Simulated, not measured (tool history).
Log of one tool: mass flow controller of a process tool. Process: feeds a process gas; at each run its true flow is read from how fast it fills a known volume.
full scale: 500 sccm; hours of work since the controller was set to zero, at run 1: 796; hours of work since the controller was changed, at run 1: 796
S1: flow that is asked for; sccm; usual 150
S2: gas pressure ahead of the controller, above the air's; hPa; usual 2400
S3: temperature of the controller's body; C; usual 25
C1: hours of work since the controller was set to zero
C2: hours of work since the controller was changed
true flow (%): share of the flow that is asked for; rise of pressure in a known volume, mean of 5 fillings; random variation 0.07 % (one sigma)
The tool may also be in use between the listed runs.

Run 1, hour 0: usual settings; C1 796; C2 796. Result: true flow (%) 99.01.
Run 2, hour 67.8: usual settings but S1 100 sccm; C1 850; C2 850. Result: true flow (%) 98.91.
Run 3, hour 163: usual settings but S1 79 sccm; C1 926; C2 926. Result: true flow (%) 98.91.
Run 4, hour 232: usual settings; C1 981; C2 981. Result: true flow (%) 99.07.
Run 5, hour 340.7: usual settings but S1 69 sccm; C1 1068; C2 1068. Result: true flow (%) 98.92.
Run 6, hour 402.5: usual settings but S1 69 sccm; C1 1117; C2 1117. Result: true flow (%) 98.71.
Run 7, hour 466.3: usual settings; C1 1168; C2 1168. Result: true flow (%) 98.98.
Run 8, hour 540.8: usual settings but S2 1930 hPa; C1 1227; C2 1227. Result: true flow (%) 99.34.
Run 9, hour 640.7: usual settings but S3 40 C; C1 1307; C2 1307. Result: true flow (%) 98.28.
Run 10, hour 701.1: usual settings but S3 40 C; C1 1355; C2 1355. Result: true flow (%) 98.2.
Run 11, hour 771.4: usual settings; C1 1411; C2 1411. Result: true flow (%) 98.92.
Run 12, hour 854.5: usual settings but S1 331 sccm, S2 1870 hPa, S3 22 C; C1 1477; C2 1477. Result: true flow (%) 99.74.
Run 13, hour 953.5: usual settings but S1 331 sccm, S2 1870 hPa, S3 22 C; C1 1556; C2 1556. Result: true flow (%) 99.94.
Run 14, hour 1047.8: usual settings but S1 361 sccm, S2 1870 hPa, S3 24 C; C1 1631; C2 1631. Result: true flow (%) 99.89.
Run 15, hour 1123.2: usual settings but S1 361 sccm, S2 1870 hPa, S3 24 C; C1 1691; C2 1691. Result: true flow (%) 99.75.
Run 16, hour 1215.5: usual settings but S1 66 sccm, S2 1530 hPa, S3 31 C; C1 1764; C2 1764. Result: true flow (%) 98.89.
Run 17, hour 1284.7: usual settings but S1 85 sccm, S2 1980 hPa; C1 1820; C2 1820. Result: true flow (%) 99.11.
Run 18, hour 1386.7: usual settings but S1 319 sccm, S2 1490 hPa; C1 1901; C2 1901. Result: true flow (%) 99.77.
Run 19, hour 1481: usual settings but S1 211 sccm, S2 2140 hPa, S3 28 C; C1 1976; C2 1976. Result: true flow (%) 99.25.
Run 20, hour 1533.5: usual settings but S1 211 sccm, S2 2140 hPa, S3 28 C; C1 2018; C2 2018. Result: true flow (%) 99.09.
Run 21, hour 1580.7: usual settings but S1 211 sccm, S2 2140 hPa, S3 28 C; C1 2055; C2 2055. Result: true flow (%) 99.22.

4 ways to go on from here, each from the tool as it stands after run 21. What would each give?
Run A, hour 1677.1: usual settings but S2 1670 hPa, S3 31 C; C1 2132; C2 2132. Result: true flow (%) ?.
Run B, hour 1677.1: usual settings but S1 73 sccm, S2 2140 hPa, S3 28 C; C1 2132; C2 2132. Result: true flow (%) ?.
Run C, hour 1677.1: usual settings but S1 329 sccm, S2 2200 hPa, S3 23 C; C1 2132; C2 2132. Result: true flow (%) ?.
Run D, hour 1677.1: usual settings but S1 82 sccm, S2 1440 hPa, S3 31 C; C1 2132; C2 2132. Result: true flow (%) ?.

run  true flow (%)
  A          99.02
  B          98.81
  C          99.66
  D          99.16
Without the tool's hidden state the same runs would have given:
run  true flow (%)
  A          99.03
  B          98.83
  C          99.68
  D          99.18
